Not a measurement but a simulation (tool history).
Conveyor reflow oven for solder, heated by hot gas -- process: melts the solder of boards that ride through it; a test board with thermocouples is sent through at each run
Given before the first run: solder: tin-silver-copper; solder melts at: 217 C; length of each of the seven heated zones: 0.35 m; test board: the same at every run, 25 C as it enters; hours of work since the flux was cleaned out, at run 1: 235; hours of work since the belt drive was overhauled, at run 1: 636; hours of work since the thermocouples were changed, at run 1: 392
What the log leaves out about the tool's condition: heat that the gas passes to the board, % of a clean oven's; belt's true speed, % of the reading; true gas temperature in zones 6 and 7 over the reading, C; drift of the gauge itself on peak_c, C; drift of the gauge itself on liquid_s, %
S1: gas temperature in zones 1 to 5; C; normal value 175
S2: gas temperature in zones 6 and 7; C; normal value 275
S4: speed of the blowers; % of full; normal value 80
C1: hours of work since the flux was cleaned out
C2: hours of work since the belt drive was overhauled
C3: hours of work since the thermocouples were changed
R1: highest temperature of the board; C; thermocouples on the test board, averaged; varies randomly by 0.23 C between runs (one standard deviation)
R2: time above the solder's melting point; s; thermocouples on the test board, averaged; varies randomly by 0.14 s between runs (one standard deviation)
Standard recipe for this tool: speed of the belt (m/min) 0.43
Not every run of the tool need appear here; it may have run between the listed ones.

{"run": 1, "hour": 0.0, "S1": 175, "S2": 275, "speed of the belt (m/min)": 0.43, "S4": 80, "C1": 235, "C2": 636, "C3": 392, "R1": 261.4, "R2": 83.4}
{"run": 2, "hour": 51.2, "S1": 175, "S2": 275, "speed of the belt (m/min)": 0.456, "S4": 80, "C1": 260, "C2": 661, "C3": 417, "R1": 260, "R2": 76.8}
{"run": 3, "hour": 110.6, "S1": 175, "S2": 275, "speed of the belt (m/min)": 0.456, "S4": 80, "C1": 290, "C2": 691, "C3": 446, "R1": 259.6, "R2": 76.9}
{"run": 4, "hour": 168.3, "S1": 177, "S2": 275, "speed of the belt (m/min)": 0.456, "S4": 80, "C1": 318, "C2": 719, "C3": 475, "R1": 259.8, "R2": 77.9}
{"run": 5, "hour": 199.0, "S1": 175, "S2": 275, "speed of the belt (m/min)": 0.43, "S4": 78, "C1": 334, "C2": 734, "C3": 490, "R1": 261, "R2": 82.9}
{"run": 6, "hour": 266.4, "S1": 175, "S2": 275, "speed of the belt (m/min)": 0.43, "S4": 78, "C1": 367, "C2": 768, "C3": 524, "R1": 260.5, "R2": 82.9}
{"run": 7, "hour": 327.4, "S1": 175, "S2": 275, "speed of the belt (m/min)": 0.43, "S4": 78, "C1": 397, "C2": 798, "C3": 554, "R1": 260.8, "R2": 82.5}
{"hour": 361.2, "done": "flux residue cleaned out of gas plates and filters"}
{"run": 8, "hour": 370.1, "S1": 175, "S2": 270, "speed of the belt (m/min)": 0.43, "S4": 78, "C1": 4, "C2": 817, "C3": 573, "R1": 257.7, "R2": 81.3}
{"run": 9, "hour": 406.7, "S1": 171, "S2": 275, "speed of the belt (m/min)": 0.43, "S4": 80, "C1": 23, "C2": 835, "C3": 591, "R1": 261.9, "R2": 82.4}
{"run": 10, "hour": 468.4, "S1": 175, "S2": 278, "speed of the belt (m/min)": 0.43, "S4": 80, "C1": 53, "C2": 866, "C3": 621, "R1": 264.6, "R2": 86.1}
{"hour": 486.6, "done": "belt drive overhauled, speed set with a stopwatch"}
{"run": 11, "hour": 524.2, "S1": 175, "S2": 278, "speed of the belt (m/min)": 0.43, "S4": 80, "C1": 79, "C2": 19, "C3": 647, "R1": 264.1, "R2": 83.3}
{"run": 12, "hour": 576.5, "S1": 175, "S2": 278, "speed of the belt (m/min)": 0.43, "S4": 80, "C1": 105, "C2": 45, "C3": 673, "R1": 263.6, "R2": 82.9}
{"run": 13, "hour": 621.3, "S1": 175, "S2": 275, "speed of the belt (m/min)": 0.43, "S4": 80, "C1": 127, "C2": 67, "C3": 695, "R1": 261.1, "R2": 81.4}
{"run": 14, "hour": 691.6, "S1": 175, "S2": 275, "speed of the belt (m/min)": 0.43, "S4": 80, "C1": 162, "C2": 102, "C3": 730, "R1": 261, "R2": 81.3}
{"run": 15, "hour": 757.5, "S1": 175, "S2": 275, "speed of the belt (m/min)": 0.43, "S4": 80, "C1": 195, "C2": 134, "C3": 763, "R1": 260.5, "R2": 81.4}
{"run": 16, "hour": 820.1, "S1": 175, "S2": 275, "speed of the belt (m/min)": 0.43, "S4": 80, "C1": 226, "C2": 165, "C3": 794, "R1": 260.2, "R2": 81.5}

Estimate the outcome of run 17 from the log above:
{"run": 17, "hour": 884.8, "S1": 175, "S2": 268, "speed of the belt (m/min)": 0.479, "S4": 80, "C1": 258, "C2": 197, "C3": 826, "R1": "?", "R2": "?"}

Run 17 yielded R1 251 C, R2 65.5 s.
With the hidden condition absent and the run-to-run variation left alone, this run would have shown R1 253.2 C, R2 67.3 s.
